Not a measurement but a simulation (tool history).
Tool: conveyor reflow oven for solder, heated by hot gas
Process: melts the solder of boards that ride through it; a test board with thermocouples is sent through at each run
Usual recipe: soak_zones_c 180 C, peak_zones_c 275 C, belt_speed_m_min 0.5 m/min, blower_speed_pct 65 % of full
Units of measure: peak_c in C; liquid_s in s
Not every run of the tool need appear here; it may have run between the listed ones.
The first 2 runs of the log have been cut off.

Run 3, hour 49.6: usual settings. Result: peak_c 263.68 C, liquid_s 75 s.
Run 4, hour 76.7: usual settings but soak_zones_c 175 C. Result: peak_c 262.97 C, liquid_s 72.5 s.
Run 5, hour 99.3: usual settings but soak_zones_c 175 C. Result: peak_c 263.01 C, liquid_s 72.4 s.
Run 6, hour 119.7: usual settings but soak_zones_c 175 C. Result: peak_c 263.07 C, liquid_s 72.5 s.
Run 7, hour 140.3: usual settings but peak_zones_c 284 C. Result: peak_c 272.15 C, liquid_s 78.9 s.
Run 8, hour 158.5: usual settings. Result: peak_c 263.72 C, liquid_s 74.9 s.
Run 9, hour 194.6: usual settings but soak_zones_c 170 C. Result: peak_c 262.45 C, liquid_s 70.6 s.
Run 10, hour 228.6: usual settings. Result: peak_c 263.58 C, liquid_s 74.9 s.
Run 11, hour 256.3: usual settings. Result: peak_c 263.64 C, liquid_s 74.8 s.
At hour 277.9: flux residue cleaned out of gas plates and filters.
Run 12, hour 290.2: usual settings. Result: peak_c 264.37 C, liquid_s 75.6 s.
Run 13, hour 320: usual settings. Result: peak_c 264.64 C, liquid_s 75.9 s.
Run 14, hour 352.7: usual settings. Result: peak_c 264.6 C, liquid_s 75.8 s.
Run 15, hour 379: usual settings. Result: peak_c 264.74 C, liquid_s 75.8 s.
Run 16, hour 399.7: usual settings but blower_speed_pct 63 % of full. Result: peak_c 264.36 C, liquid_s 75.6 s.

What does the tool deliver on the next run?
Run 17, hour 421.7: usual settings but soak_zones_c 193 C, belt_speed_m_min 0.471 m/min. Result: peak_c ?, liquid_s ?.

peak_c: 267.35 C
liquid_s: 87.6 s
Without the tool's hidden state the same run would have given peak_c 266.82 C, liquid_s 85.7 s.
